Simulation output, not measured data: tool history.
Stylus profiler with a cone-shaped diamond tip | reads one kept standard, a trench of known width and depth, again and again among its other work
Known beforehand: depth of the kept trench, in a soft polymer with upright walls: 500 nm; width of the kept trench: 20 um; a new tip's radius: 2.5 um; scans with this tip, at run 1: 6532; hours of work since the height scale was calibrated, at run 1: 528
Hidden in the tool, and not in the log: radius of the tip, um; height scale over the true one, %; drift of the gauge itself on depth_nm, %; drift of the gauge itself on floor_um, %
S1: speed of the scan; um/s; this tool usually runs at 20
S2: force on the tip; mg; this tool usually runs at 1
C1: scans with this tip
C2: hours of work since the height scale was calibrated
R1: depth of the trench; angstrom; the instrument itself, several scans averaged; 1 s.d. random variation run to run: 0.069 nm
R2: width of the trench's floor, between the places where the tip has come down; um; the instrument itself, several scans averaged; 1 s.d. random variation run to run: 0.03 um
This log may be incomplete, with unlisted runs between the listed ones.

{"run": 1, "hour": 0.0, "S1": 20, "S2": 1, "C1": 6532, "C2": 528, "R1": 5012.5, "R2": 16.47}
{"run": 2, "hour": 80.5, "S1": 20, "S2": 1, "C1": 6986, "C2": 564, "R1": 5012.3, "R2": 16.5}
{"run": 3, "hour": 147.9, "S1": 20, "S2": 1, "C1": 7365, "C2": 595, "R1": 5011.3, "R2": 16.47}
{"run": 4, "hour": 215.8, "S1": 54, "S2": 1, "C1": 7747, "C2": 626, "R1": 5011.1, "R2": 16.27}
{"run": 5, "hour": 292.1, "S1": 62, "S2": 1, "C1": 8178, "C2": 661, "R1": 5010, "R2": 16.35}
{"run": 6, "hour": 366.9, "S1": 62, "S2": 1, "C1": 8599, "C2": 695, "R1": 5009.8, "R2": 16.29}
{"run": 7, "hour": 439.6, "S1": 62, "S2": 1, "C1": 9008, "C2": 728, "R1": 5011.5, "R2": 16.24}
{"run": 8, "hour": 491.2, "S1": 20, "S2": 2.48, "C1": 9299, "C2": 751, "R1": 5026.2, "R2": 16.38}
{"run": 9, "hour": 537.5, "S1": 20, "S2": 2.48, "C1": 9559, "C2": 772, "R1": 5025.5, "R2": 16.35}
{"run": 10, "hour": 601.4, "S1": 20, "S2": 0.64, "C1": 9920, "C2": 801, "R1": 5003.7, "R2": 16.31}
{"run": 11, "hour": 671.8, "S1": 20, "S2": 0.64, "C1": 10316, "C2": 833, "R1": 5001.5, "R2": 16.29}
{"run": 12, "hour": 724.4, "S1": 20, "S2": 0.64, "C1": 10612, "C2": 857, "R1": 5002, "R2": 16.26}
{"run": 13, "hour": 801.4, "S1": 18, "S2": 1, "C1": 11045, "C2": 892, "R1": 5008.3, "R2": 16.26}
{"run": 14, "hour": 876.8, "S1": 18, "S2": 1, "C1": 11470, "C2": 927, "R1": 5008.6, "R2": 16.23}
{"run": 15, "hour": 923.5, "S1": 18, "S2": 1, "C1": 11733, "C2": 948, "R1": 5007, "R2": 16.21}
{"run": 16, "hour": 987.6, "S1": 6, "S2": 1, "C1": 12094, "C2": 977, "R1": 5006.2, "R2": 16.21}
{"run": 17, "hour": 1041.6, "S1": 20, "S2": 1.36, "C1": 12398, "C2": 1002, "R1": 5011.8, "R2": 16.17}
{"run": 18, "hour": 1116.8, "S1": 20, "S2": 1.36, "C1": 12822, "C2": 1036, "R1": 5010.4, "R2": 16.12}
{"run": 19, "hour": 1164.0, "S1": 20, "S2": 1.36, "C1": 13088, "C2": 1057, "R1": 5010.8, "R2": 16.1}
{"run": 20, "hour": 1200.0, "S1": 20, "S2": 1.36, "C1": 13291, "C2": 1074, "R1": 5010.4, "R2": 16.07}
{"run": 21, "hour": 1236.9, "S1": 20, "S2": 1.36, "C1": 13499, "C2": 1090, "R1": 5009.6, "R2": 16.13}
{"run": 22, "hour": 1285.3, "S1": 20, "S2": 1.36, "C1": 13771, "C2": 1112, "R1": 5010.4, "R2": 16.14}
{"run": 23, "hour": 1330.3, "S1": 20, "S2": 0.43, "C1": 14024, "C2": 1133, "R1": 4995.9, "R2": 16.03}
{"run": 24, "hour": 1376.5, "S1": 20, "S2": 0.43, "C1": 14284, "C2": 1154, "R1": 4996.8, "R2": 16.07}
{"run": 25, "hour": 1423.8, "S1": 25, "S2": 1.73, "C1": 14551, "C2": 1175, "R1": 5014.1, "R2": 16.02}
{"run": 26, "hour": 1504.6, "S1": 25, "S2": 1.73, "C1": 15006, "C2": 1212, "R1": 5012.2, "R2": 15.95}
{"run": 27, "hour": 1581.3, "S1": 15, "S2": 1.68, "C1": 15438, "C2": 1247, "R1": 5012.3, "R2": 16.01}
{"run": 28, "hour": 1649.3, "S1": 15, "S2": 0.48, "C1": 15821, "C2": 1278, "R1": 4995.7, "R2": 15.97}
{"run": 29, "hour": 1722.5, "S1": 37, "S2": 0.38, "C1": 16233, "C2": 1311, "R1": 4993.8, "R2": 15.84}
{"run": 30, "hour": 1798.7, "S1": 37, "S2": 0.38, "C1": 16662, "C2": 1346, "R1": 4993.6, "R2": 15.83}
{"run": 31, "hour": 1869.8, "S1": 12, "S2": 0.38, "C1": 17063, "C2": 1378, "R1": 4993.2, "R2": 15.87}
{"run": 32, "hour": 1921.8, "S1": 7, "S2": 0.69, "C1": 17355, "C2": 1402, "R1": 4998.4, "R2": 15.88}
{"run": 33, "hour": 1999.0, "S1": 7, "S2": 0.69, "C1": 17791, "C2": 1437, "R1": 4997.6, "R2": 15.9}
{"run": 34, "hour": 2053.1, "S1": 7, "S2": 0.69, "C1": 18095, "C2": 1462, "R1": 4997.3, "R2": 15.89}
{"run": 35, "hour": 2123.2, "S1": 7, "S2": 0.69, "C1": 18490, "C2": 1494, "R1": 4995.7, "R2": 15.82}
{"hour": 2141.8, "done": "height scale calibrated on a step standard"}
{"run": 36, "hour": 2171.4, "S1": 32, "S2": 0.87, "C1": 18758, "C2": 13, "R1": 5020, "R2": 15.78}
{"run": 37, "hour": 2233.2, "S1": 32, "S2": 0.87, "C1": 19106, "C2": 42, "R1": 5019.2, "R2": 15.72}
{"run": 38, "hour": 2288.7, "S1": 57, "S2": 2.43, "C1": 19419, "C2": 67, "R1": 5037.2, "R2": 15.75}
{"run": 39, "hour": 2335.7, "S1": 50, "S2": 2.38, "C1": 19684, "C2": 88, "R1": 5036.5, "R2": 15.69}
{"run": 40, "hour": 2405.4, "S1": 10, "S2": 0.61, "C1": 20076, "C2": 120, "R1": 5014.5, "R2": 15.73}
{"run": 41, "hour": 2454.0, "S1": 10, "S2": 1.92, "C1": 20350, "C2": 142, "R1": 5030.3, "R2": 15.75}
{"run": 42, "hour": 2509.8, "S1": 60, "S2": 1.38, "C1": 20664, "C2": 167, "R1": 5024, "R2": 15.57}
{"run": 43, "hour": 2557.4, "S1": 60, "S2": 1.38, "C1": 20932, "C2": 189, "R1": 5024.8, "R2": 15.54}
{"run": 44, "hour": 2590.0, "S1": 59, "S2": 0.84, "C1": 21116, "C2": 204, "R1": 5017.6, "R2": 15.52}
{"hour": 2603.2, "done": "new tip fitted, height scale calibrated"}
{"run": 45, "hour": 2633.5, "S1": 20, "S2": 2.09, "C1": 170, "C2": 14, "R1": 5031.1, "R2": 16.98}
{"run": 46, "hour": 2690.7, "S1": 6, "S2": 2.89, "C1": 492, "C2": 40, "R1": 5039.2, "R2": 16.9}

Measured result minus the same run's result without the hidden state. Both carry the same run-to-run variation, though not necessarily the same gauge scatter:
run=1 R1=-7.8 R2=-0.42
run=2 R1=-8.3 R2=-0.44
run=3 R1=-8.5 R2=-0.47
run=4 R1=-8.9 R2=-0.49
run=5 R1=-9.3 R2=-0.52
run=6 R1=-9.6 R2=-0.55
run=7 R1=-9.9 R2=-0.57
run=8 R1=-10.3 R2=-0.59
run=9 R1=-10.5 R2=-0.62
run=10 R1=-10.8 R2=-0.64
run=11 R1=-11.1 R2=-0.66
run=12 R1=-11.3 R2=-0.68
run=13 R1=-11.8 R2=-0.7
run=14 R1=-12.1 R2=-0.73
run=15 R1=-12.4 R2=-0.75
run=16 R1=-12.7 R2=-0.77
run=17 R1=-13 R2=-0.78
run=18 R1=-13.3 R2=-0.81
run=19 R1=-13.5 R2=-0.82
run=20 R1=-13.8 R2=-0.84
run=21 R1=-13.9 R2=-0.85
run=22 R1=-14.2 R2=-0.87
run=23 R1=-14.3 R2=-0.88
run=24 R1=-14.6 R2=-0.89
run=25 R1=-14.9 R2=-0.91
run=26 R1=-15.3 R2=-0.93
run=27 R1=-15.6 R2=-0.95
run=28 R1=-16 R2=-0.98
run=29 R1=-16.4 R2=-1
run=30 R1=-16.7 R2=-1.02
run=31 R1=-17.1 R2=-1.05
run=32 R1=-17.4 R2=-1.06
run=33 R1=-17.8 R2=-1.09
run=34 R1=-18.1 R2=-1.11
run=35 R1=-18.4 R2=-1.13
run=36 R1=+1.9 R2=-1.14
run=37 R1=+1.6 R2=-1.16
run=38 R1=+1.4 R2=-1.18
run=39 R1=+1.1 R2=-1.2
run=40 R1=+0.8 R2=-1.22
run=41 R1=+0.5 R2=-1.23
run=42 R1=+0.2 R2=-1.25
run=43 R1=+0 R2=-1.27
run=44 R1=-0.2 R2=-1.28
run=45 R1=-0.3 R2=+0.01
run=46 R1=-0.6 R2=-0.01
